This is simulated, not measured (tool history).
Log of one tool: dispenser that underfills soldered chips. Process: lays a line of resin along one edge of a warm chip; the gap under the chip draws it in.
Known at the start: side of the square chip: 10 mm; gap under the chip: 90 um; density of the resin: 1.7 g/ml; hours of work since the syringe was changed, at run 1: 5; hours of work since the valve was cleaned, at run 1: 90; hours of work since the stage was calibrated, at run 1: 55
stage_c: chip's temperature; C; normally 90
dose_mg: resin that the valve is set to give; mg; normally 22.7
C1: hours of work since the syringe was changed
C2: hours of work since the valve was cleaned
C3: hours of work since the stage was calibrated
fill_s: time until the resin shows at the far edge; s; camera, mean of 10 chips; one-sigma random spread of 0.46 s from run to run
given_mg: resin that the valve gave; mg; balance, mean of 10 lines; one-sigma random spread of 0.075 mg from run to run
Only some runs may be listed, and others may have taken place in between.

run 1 day=0 | stage_c=90 dose_mg=22.7 | C1=5 C2=90 C3=55 | fill_s=43.5 given_mg=21.7
-- day=0.083 new syringe of resin
-- day=0.454 new syringe of resin
run 2 day=0.746 | stage_c=90 dose_mg=22.7 | C1=5 C2=102 C3=66 | fill_s=41.8 given_mg=21.48
-- day=0.833 new syringe of resin
run 3 day=1.171 | stage_c=79 dose_mg=22.7 | C1=6 C2=109 C3=73 | fill_s=67.8 given_mg=21.53
-- day=1.225 new syringe of resin
-- day=1.604 new syringe of resin
run 4 day=1.917 | stage_c=79 dose_mg=22.7 | C1=5 C2=121 C3=85 | fill_s=65.2 given_mg=21.36
-- day=1.992 new syringe of resin
-- day=2.367 new syringe of resin
-- day=2.538 dispensing valve cleaned and set on the balance
run 5 day=2.65 | stage_c=90 dose_mg=22.7 | C1=4 C2=2 C3=96 | fill_s=41.7 given_mg=22.65
-- day=2.817 new syringe of resin
run 6 day=2.988 | stage_c=90 dose_mg=22.7 | C1=3 C2=7 C3=101 | fill_s=40.2 given_mg=22.49
-- day=3.196 new syringe of resin
run 7 day=3.458 | stage_c=83 dose_mg=22.7 | C1=4 C2=15 C3=109 | fill_s=54.7 given_mg=22.53
-- day=3.583 new syringe of resin
-- day=3.971 new syringe of resin
run 8 day=4.192 | stage_c=83 dose_mg=22.7 | C1=4 C2=26 C3=120 | fill_s=52.3 given_mg=22.33
-- day=4.383 new syringe of resin
-- day=4.758 new syringe of resin
run 9 day=4.958 | stage_c=97 dose_mg=24.4 | C1=3 C2=38 C3=132 | fill_s=31.3 given_mg=24.03
-- day=5.129 new syringe of resin
-- day=5.538 new syringe of resin
run 10 day=5.558 | stage_c=96 dose_mg=27.2 | C1=0 C2=48 C3=142 | fill_s=28.6 given_mg=26.67
-- day=5.938 new syringe of resin
run 11 day=5.958 | stage_c=96 dose_mg=27.2 | C1=0 C2=54 C3=148 | fill_s=28.1 given_mg=26.44
-- day=6.312 new syringe of resin
run 12 day=6.488 | stage_c=95 dose_mg=28.8 | C1=3 C2=63 C3=156 | fill_s=33.1 given_mg=27.91
-- day=6.712 new syringe of resin
-- day=7.079 new syringe of resin
run 13 day=7.162 | stage_c=95 dose_mg=28.8 | C1=1 C2=73 C3=167 | fill_s=30.5 given_mg=27.74
-- day=7.467 new syringe of resin
run 14 day=7.762 | stage_c=84 dose_mg=28.8 | C1=5 C2=83 C3=177 | fill_s=53 given_mg=27.67
-- day=7.888 new syringe of resin
run 15 day=8.204 | stage_c=95 dose_mg=28.6 | C1=5 C2=90 C3=184 | fill_s=35.9 given_mg=27.44
-- day=8.271 new syringe of resin
-- day=8.688 new syringe of resin
run 16 day=8.867 | stage_c=94 dose_mg=26.9 | C1=3 C2=100 C3=194 | fill_s=33.3 given_mg=25.57

Alternative continuations, all from the tool just after run 16; predict every row:
-- day=9.1 new syringe of resin
run A day=9.404 | stage_c=84 dose_mg=28.3 | C1=5 C2=109 C3=203 | fill_s=? given_mg=?
-- day=9.1 new syringe of resin
run B day=9.404 | stage_c=87 dose_mg=23.3 | C1=5 C2=109 C3=203 | fill_s=? given_mg=?
-- day=9.1 new syringe of resin
run C day=9.404 | stage_c=90 dose_mg=21.7 | C1=5 C2=109 C3=203 | fill_s=? given_mg=?

run=A fill_s=55 given_mg=26.71
run=B fill_s=49.9 given_mg=22.03
run=C fill_s=45.5 given_mg=20.53
With no hidden state in the tool, these same runs would have given:
run=A fill_s=42.5 given_mg=28.17
run=B fill_s=38.3 given_mg=23.24
run=C fill_s=35 given_mg=21.66

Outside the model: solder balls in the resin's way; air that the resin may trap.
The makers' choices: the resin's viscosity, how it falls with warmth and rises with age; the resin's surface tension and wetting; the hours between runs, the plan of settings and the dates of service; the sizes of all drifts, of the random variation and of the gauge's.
